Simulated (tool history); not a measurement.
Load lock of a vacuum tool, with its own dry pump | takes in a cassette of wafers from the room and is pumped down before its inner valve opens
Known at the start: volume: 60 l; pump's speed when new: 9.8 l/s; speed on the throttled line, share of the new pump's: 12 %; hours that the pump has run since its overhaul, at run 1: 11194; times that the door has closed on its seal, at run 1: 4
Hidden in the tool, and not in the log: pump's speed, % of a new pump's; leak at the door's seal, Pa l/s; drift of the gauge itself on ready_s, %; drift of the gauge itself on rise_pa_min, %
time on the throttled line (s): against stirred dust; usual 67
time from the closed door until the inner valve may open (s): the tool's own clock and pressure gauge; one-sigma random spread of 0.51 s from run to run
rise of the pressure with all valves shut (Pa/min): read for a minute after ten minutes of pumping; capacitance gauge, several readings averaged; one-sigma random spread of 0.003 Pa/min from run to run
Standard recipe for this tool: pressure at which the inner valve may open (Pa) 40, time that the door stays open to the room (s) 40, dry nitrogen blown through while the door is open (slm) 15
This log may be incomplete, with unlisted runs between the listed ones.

run,hour,time on the throttled line (s),pressure at which the inner valve may open (Pa),time that the door stays open to the room (s),dry nitrogen blown through while the door is open (slm),hours that the pump has run since its overhaul,times that the door has closed on its seal,"incoming humidity of the room's air, %",time from the closed door until the inner valve may open (s),rise of the pressure with all valves shut (Pa/min)
1,0,67,40,40,15,11194,4,41.5,114.5,0.039
2,187.9,94,40,40,15,11382,373,41.1,137.9,0.038
3,280.8,94,40,40,15,11475,556,47.3,137.2,0.045
4,383.5,94,40,40,15,11577,758,44.9,138.9,0.04
# hour 471.5: dry pump taken out, an overhauled one fitted
5,519.3,67,40,130,15,48,1013,44.6,107.3,0.074
6,692.3,67,40,130,15,221,1353,45.6,107.1,0.083
7,792.6,67,30,40,15,321,1551,47.5,109.8,0.046
8,948.4,67,30,40,15,477,1857,44,109.5,0.04
9,1117.6,67,40,40,15,646,2190,47.6,108,0.051
10,1257.1,67,40,40,15,786,2464,44.8,107.4,0.047
11,1398.1,67,40,40,15,927,2741,45.8,107.8,0.049
12,1505.1,43,38,86,13,1034,2952,43.8,87.6,0.067
13,1652.9,96,63,86,9,1181,3243,43.7,130.2,0.073
14,1752,101,42,40,15,1281,3438,44.8,137.9,0.046
15,1910,101,42,40,15,1439,3748,45,137.9,0.047
16,2036.5,67,40,40,32,1565,3997,44.1,108.2,0.039
17,2185.5,67,40,224,33,1714,4290,47.5,107.9,0.082
18,2301.4,64,43,224,33,1830,4518,43,106.5,0.077

Alternative continuations, all from the tool just after run 18; predict every row:
A,2472.6,67,40,40,20,2001,4855,43.1,?,?
B,2472.6,85,33,40,35,2001,4855,43.2,?,?
C,2472.6,71,39,49,33,2001,4855,40.3,?,?
D,2472.6,64,43,35,22,2001,4855,43.5,?,?
E,2472.6,64,43,224,39,2001,4855,46.3,?,?

run,time from the closed door until the inner valve may open (s),rise of the pressure with all valves shut (Pa/min)
A,108.4,0.043
B,126.6,0.035
C,111.6,0.031
D,106.4,0.044
E,105.8,0.079
Without the tool's unlogged condition, the same runs would have read:
run,time from the closed door until the inner valve may open (s),rise of the pressure with all valves shut (Pa/min)
A,107.1,0.037
B,125.3,0.03
C,110.4,0.025
D,105.2,0.038
E,104.6,0.074
